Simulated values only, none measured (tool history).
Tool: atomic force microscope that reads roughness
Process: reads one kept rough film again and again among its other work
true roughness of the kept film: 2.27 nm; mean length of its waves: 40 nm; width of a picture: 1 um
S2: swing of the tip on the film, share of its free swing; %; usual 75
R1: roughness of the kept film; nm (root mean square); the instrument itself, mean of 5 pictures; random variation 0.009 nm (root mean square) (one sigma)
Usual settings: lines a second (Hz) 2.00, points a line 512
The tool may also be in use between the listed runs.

{"run": 1, "hour": 0.0, "lines a second (Hz)": 2.0, "S2": 75, "points a line": 512, "R1": 1.84}
{"run": 2, "hour": 14.2, "lines a second (Hz)": 2.0, "S2": 75, "points a line": 512, "R1": 1.836}
{"hour": 28.8, "done": "new tip fitted"}
{"run": 3, "hour": 28.9, "lines a second (Hz)": 2.0, "S2": 75, "points a line": 512, "R1": 2.011}
{"run": 4, "hour": 39.2, "lines a second (Hz)": 2.0, "S2": 75, "points a line": 512, "R1": 2.009}
{"run": 5, "hour": 52.1, "lines a second (Hz)": 2.0, "S2": 75, "points a line": 512, "R1": 1.974}
{"run": 6, "hour": 64.8, "lines a second (Hz)": 2.0, "S2": 75, "points a line": 512, "R1": 1.971}
{"hour": 67.5, "done": "height scale calibrated on a step standard"}
{"run": 7, "hour": 77.8, "lines a second (Hz)": 2.0, "S2": 75, "points a line": 512, "R1": 1.943}
{"run": 8, "hour": 87.6, "lines a second (Hz)": 2.0, "S2": 75, "points a line": 512, "R1": 1.93}
{"run": 9, "hour": 99.8, "lines a second (Hz)": 2.98, "S2": 75, "points a line": 512, "R1": 1.872}
{"run": 10, "hour": 114.8, "lines a second (Hz)": 2.98, "S2": 75, "points a line": 512, "R1": 1.863}
{"run": 11, "hour": 128.1, "lines a second (Hz)": 2.98, "S2": 70, "points a line": 262, "R1": 1.858}
{"run": 12, "hour": 141.1, "lines a second (Hz)": 2.98, "S2": 70, "points a line": 262, "R1": 1.857}
{"hour": 154.9, "done": "height scale calibrated on a step standard, once more"}
{"run": 13, "hour": 158.6, "lines a second (Hz)": 1.35, "S2": 72, "points a line": 265, "R1": 1.935}
{"run": 14, "hour": 168.0, "lines a second (Hz)": 1.35, "S2": 72, "points a line": 265, "R1": 1.914}
{"run": 15, "hour": 177.1, "lines a second (Hz)": 1.35, "S2": 72, "points a line": 265, "R1": 1.896}
{"run": 16, "hour": 186.3, "lines a second (Hz)": 0.72, "S2": 79, "points a line": 424, "R1": 1.931}
{"run": 17, "hour": 195.5, "lines a second (Hz)": 0.72, "S2": 79, "points a line": 424, "R1": 1.899}
{"run": 18, "hour": 206.4, "lines a second (Hz)": 2.0, "S2": 63, "points a line": 267, "R1": 1.876}

Hidden state or all else? Some run-to-run changes of R1, split into what the settings, what came in and random variation would give without the hidden state, and what is left for the hidden state (with any gauge scatter that isn't in both results):
The hidden state here: radius of the tip, nm; height scale over the true one, %; drift of the gauge itself on roughness_nm, %.
Run 2 -> 3: new tip fitted. R1 +0.175 nm (root mean square): hidden state +0.173, all else +0.002.
